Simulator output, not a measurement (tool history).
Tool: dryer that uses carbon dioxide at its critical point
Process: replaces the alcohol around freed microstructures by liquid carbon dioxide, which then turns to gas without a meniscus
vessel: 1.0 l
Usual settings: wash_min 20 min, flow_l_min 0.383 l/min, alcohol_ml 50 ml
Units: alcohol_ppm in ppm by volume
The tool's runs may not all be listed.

run 1 hour=0.0 | wash_min=20 flow_l_min=0.383 alcohol_ml=50 | alcohol_ppm=73
run 2 hour=17.1 | wash_min=20 flow_l_min=0.383 alcohol_ml=50 | alcohol_ppm=71
run 3 hour=27.7 | wash_min=20 flow_l_min=0.265 alcohol_ml=50 | alcohol_ppm=371
run 4 hour=40.1 | wash_min=20 flow_l_min=0.265 alcohol_ml=50 | alcohol_ppm=402
run 5 hour=48.4 | wash_min=20 flow_l_min=0.383 alcohol_ml=69 | alcohol_ppm=87
run 6 hour=57.0 | wash_min=20 flow_l_min=0.383 alcohol_ml=50 | alcohol_ppm=78
run 7 hour=66.7 | wash_min=20 flow_l_min=0.383 alcohol_ml=50 | alcohol_ppm=76
run 8 hour=79.5 | wash_min=20 flow_l_min=0.242 alcohol_ml=50 | alcohol_ppm=587
run 9 hour=94.5 | wash_min=20 flow_l_min=0.242 alcohol_ml=50 | alcohol_ppm=613
run 10 hour=105.2 | wash_min=20 flow_l_min=0.242 alcohol_ml=50 | alcohol_ppm=578
run 11 hour=124.0 | wash_min=20 flow_l_min=0.383 alcohol_ml=24 | alcohol_ppm=66
run 12 hour=132.2 | wash_min=22 flow_l_min=0.382 alcohol_ml=26 | alcohol_ppm=47
run 13 hour=144.0 | wash_min=20 flow_l_min=0.481 alcohol_ml=26 | alcohol_ppm=43
run 14 hour=158.8 | wash_min=20 flow_l_min=0.289 alcohol_ml=28 | alcohol_ppm=186
run 15 hour=169.7 | wash_min=17 flow_l_min=0.584 alcohol_ml=37 | alcohol_ppm=39
run 16 hour=186.5 | wash_min=17 flow_l_min=0.584 alcohol_ml=37 | alcohol_ppm=49
run 17 hour=200.4 | wash_min=14 flow_l_min=0.584 alcohol_ml=37 | alcohol_ppm=77
run 18 hour=209.8 | wash_min=20 flow_l_min=0.470 alcohol_ml=50 | alcohol_ppm=61
run 19 hour=227.7 | wash_min=16 flow_l_min=0.306 alcohol_ml=50 | alcohol_ppm=668

Run 20 comes next. What will it give?
run 20 hour=239.3 | wash_min=30 flow_l_min=0.383 alcohol_ml=50 | alcohol_ppm=?

alcohol_ppm: 43 ppm by volume
Without the tool's hidden state the same run would have given alcohol_ppm 0 ppm by volume.
